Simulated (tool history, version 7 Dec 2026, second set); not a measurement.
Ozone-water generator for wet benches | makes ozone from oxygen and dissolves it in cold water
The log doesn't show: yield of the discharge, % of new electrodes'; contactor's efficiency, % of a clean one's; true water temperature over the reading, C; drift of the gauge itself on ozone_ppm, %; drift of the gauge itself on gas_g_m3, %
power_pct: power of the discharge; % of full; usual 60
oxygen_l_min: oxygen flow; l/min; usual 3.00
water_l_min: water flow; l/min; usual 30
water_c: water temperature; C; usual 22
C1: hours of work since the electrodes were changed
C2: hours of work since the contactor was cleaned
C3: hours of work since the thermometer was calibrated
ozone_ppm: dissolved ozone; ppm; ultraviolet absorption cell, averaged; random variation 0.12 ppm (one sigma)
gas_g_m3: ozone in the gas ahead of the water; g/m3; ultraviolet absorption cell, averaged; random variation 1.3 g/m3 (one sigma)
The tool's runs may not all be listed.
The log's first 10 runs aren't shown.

At hour 246.6: water thermometer calibrated.
Run 11, hour 260.5: usual settings; C1 773; C2 2928; C3 11. Result: ozone_ppm 11.3 ppm, gas_g_m3 236.6 g/m3.
Run 12, hour 288.0: usual settings; C1 795; C2 2949; C3 33. Result: ozone_ppm 11.6 ppm, gas_g_m3 236.3 g/m3.
Run 13, hour 301.6: usual settings; C1 805; C2 2960; C3 43. Result: ozone_ppm 11.3 ppm, gas_g_m3 235.9 g/m3.
Run 14, hour 324.8: usual settings; C1 824; C2 2978; C3 62. Result: ozone_ppm 11.3 ppm, gas_g_m3 235.5 g/m3.
Run 15, hour 338.6: usual settings; C1 835; C2 2989; C3 72. Result: ozone_ppm 11.1 ppm, gas_g_m3 236.4 g/m3.
Run 16, hour 354.8: usual settings; C1 847; C2 3002; C3 85. Result: ozone_ppm 11.3 ppm, gas_g_m3 235.1 g/m3.
Run 17, hour 372.1: usual settings; C1 861; C2 3016; C3 99. Result: ozone_ppm 11.4 ppm, gas_g_m3 234.2 g/m3.
At hour 377.2: water thermometer calibrated, once more.
Run 18, hour 389.0: usual settings but water_l_min 47 l/min, water_c 27 C; C1 874; C2 3028; C3 9. Result: ozone_ppm 6.4 ppm, gas_g_m3 232.3 g/m3.
Run 19, hour 417.7: usual settings but oxygen_l_min 3.28 l/min, water_l_min 23 l/min, water_c 19 C; C1 896; C2 3051; C3 32. Result: ozone_ppm 15.9 ppm, gas_g_m3 222.5 g/m3.
Run 20, hour 444.2: usual settings but oxygen_l_min 3.28 l/min, water_l_min 23 l/min, water_c 19 C; C1 917; C2 3072; C3 53. Result: ozone_ppm 15.9 ppm, gas_g_m3 224.2 g/m3.
Run 21, hour 473.4: usual settings but power_pct 41 % of full; C1 940; C2 3095; C3 76. Result: ozone_ppm 9.0 ppm, gas_g_m3 184.0 g/m3.
Run 22, hour 505.3: usual settings but power_pct 41 % of full, water_l_min 23 l/min, water_c 26 C; C1 965; C2 3120; C3 101. Result: ozone_ppm 11.5 ppm, gas_g_m3 181.9 g/m3.

Forecast run 23:
Run 23, hour 524.1: usual settings but power_pct 41 % of full, water_l_min 23 l/min, water_c 26 C; C1 980; C2 3135; C3 116. Result: ozone_ppm ?, gas_g_m3 ?.

ozone_ppm: 11.2 ppm
gas_g_m3: 183.6 g/m3
Without the tool's hidden state the same run would have given ozone_ppm 12.0 ppm, gas_g_m3 188.2 g/m3.

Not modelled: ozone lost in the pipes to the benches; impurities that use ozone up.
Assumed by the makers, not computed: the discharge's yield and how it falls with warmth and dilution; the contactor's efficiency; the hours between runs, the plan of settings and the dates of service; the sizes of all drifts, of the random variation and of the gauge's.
